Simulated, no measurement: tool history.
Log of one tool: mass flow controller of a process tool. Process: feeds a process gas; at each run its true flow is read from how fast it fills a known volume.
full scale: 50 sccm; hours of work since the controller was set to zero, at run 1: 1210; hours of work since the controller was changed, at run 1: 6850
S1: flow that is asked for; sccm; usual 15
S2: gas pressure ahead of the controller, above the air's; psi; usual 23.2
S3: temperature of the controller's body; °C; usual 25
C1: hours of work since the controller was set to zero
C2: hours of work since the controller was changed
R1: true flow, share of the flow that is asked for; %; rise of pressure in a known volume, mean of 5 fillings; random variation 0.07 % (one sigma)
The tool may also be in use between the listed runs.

run 1 hour=0 | S1=15 S2=23.2 S3=25 | C1=1210 C2=6850 | R1=98.66
run 2 hour=335.2 | S1=46 S2=23.2 S3=25 | C1=1347 C2=6987 | R1=100.13
run 3 hour=606 | S1=15 S2=30.5 S3=25 | C1=1458 C2=7098 | R1=98.41
run 4 hour=908.3 | S1=15 S2=30.5 S3=25 | C1=1582 C2=7221 | R1=98.5
run 5 hour=1346.5 | S1=23 S2=30.5 S3=25 | C1=1761 C2=7400 | R1=98.92
run 6 hour=1773.8 | S1=23 S2=30.5 S3=25 | C1=1936 C2=7575 | R1=99.12
run 7 hour=1968.9 | S1=32 S2=30.5 S3=25 | C1=2015 C2=7655 | R1=99.51
run 8 hour=2185.5 | S1=15 S2=26.8 S3=25 | C1=2104 C2=7744 | R1=98.99
run 9 hour=2446.2 | S1=15 S2=33.9 S3=25 | C1=2211 C2=7850 | R1=98.72
run 10 hour=2836.6 | S1=15 S2=33.9 S3=25 | C1=2370 C2=8010 | R1=98.78
run 11 hour=3256.3 | S1=15 S2=23.2 S3=40 | C1=2542 C2=8182 | R1=100.14
run 12 hour=3474.5 | S1=15 S2=23.2 S3=40 | C1=2631 C2=8271 | R1=100.26
run 13 hour=3852.1 | S1=15 S2=23.2 S3=40 | C1=2786 C2=8425 | R1=100.38
run 14 hour=4262.1 | S1=15 S2=23.2 S3=40 | C1=2953 C2=8593 | R1=100.55
run 15 hour=4692.4 | S1=15 S2=23.2 S3=25 | C1=3129 C2=8769 | R1=99.67
run 16 hour=5053.2 | S1=15 S2=23.2 S3=29 | C1=3277 C2=8916 | R1=100.06
run 17 hour=5235.6 | S1=15 S2=39.3 S3=25 | C1=3351 C2=8991 | R1=99.17
run 18 hour=5522.7 | S1=15 S2=20.6 S3=24 | C1=3469 C2=9108 | R1=99.96
run 19 hour=5958.3 | S1=9 S2=20.9 S3=37 | C1=3647 C2=9287 | R1=100.54
run 20 hour=6329.6 | S1=9 S2=33.2 S3=37 | C1=3799 C2=9438 | R1=99.98
run 21 hour=6606.5 | S1=11 S2=27.3 S3=32 | C1=3912 C2=9552 | R1=100.29
run 22 hour=6939.5 | S1=11 S2=21.6 S3=32 | C1=4048 C2=9688 | R1=100.62
run 23 hour=7344.6 | S1=11 S2=21.6 S3=32 | C1=4214 C2=9853 | R1=100.51
-- hour=7615.4 gauge calibrated
run 24 hour=7758.3 | S1=7 S2=36.3 S3=25 | C1=4383 C2=10023 | R1=97.72
run 25 hour=8007.7 | S1=17 S2=28.9 S3=30 | C1=4485 C2=10125 | R1=98.96
run 26 hour=8226.5 | S1=5 S2=38 S3=31 | C1=4575 C2=10214 | R1=98.01
run 27 hour=8461.6 | S1=5 S2=38 S3=31 | C1=4671 C2=10310 | R1=98.03
run 28 hour=8767.6 | S1=5 S2=38 S3=31 | C1=4796 C2=10435 | R1=98.04
run 29 hour=9127.5 | S1=6 S2=20.5 S3=26 | C1=4943 C2=10583 | R1=98.7
run 30 hour=9368 | S1=6 S2=20.5 S3=26 | C1=5041 C2=10681 | R1=98.77
run 31 hour=9733.1 | S1=7 S2=30.2 S3=28 | C1=5191 C2=10830 | R1=98.68
run 32 hour=10043.9 | S1=7 S2=30.2 S3=28 | C1=5318 C2=10957 | R1=98.79
run 33 hour=10292.8 | S1=11 S2=35.5 S3=28 | C1=5420 C2=11059 | R1=98.61

Hidden state at the last listed run before each entry between runs and at the first one after, where it differs:
Between runs 23 and 24: gauge calibrated (hour 7615.4)
  drift of the gauge itself on true_pct, %: 1.68 -> 0.03
  measured less the result without the state, R1: +1.63 -> -0.01 %
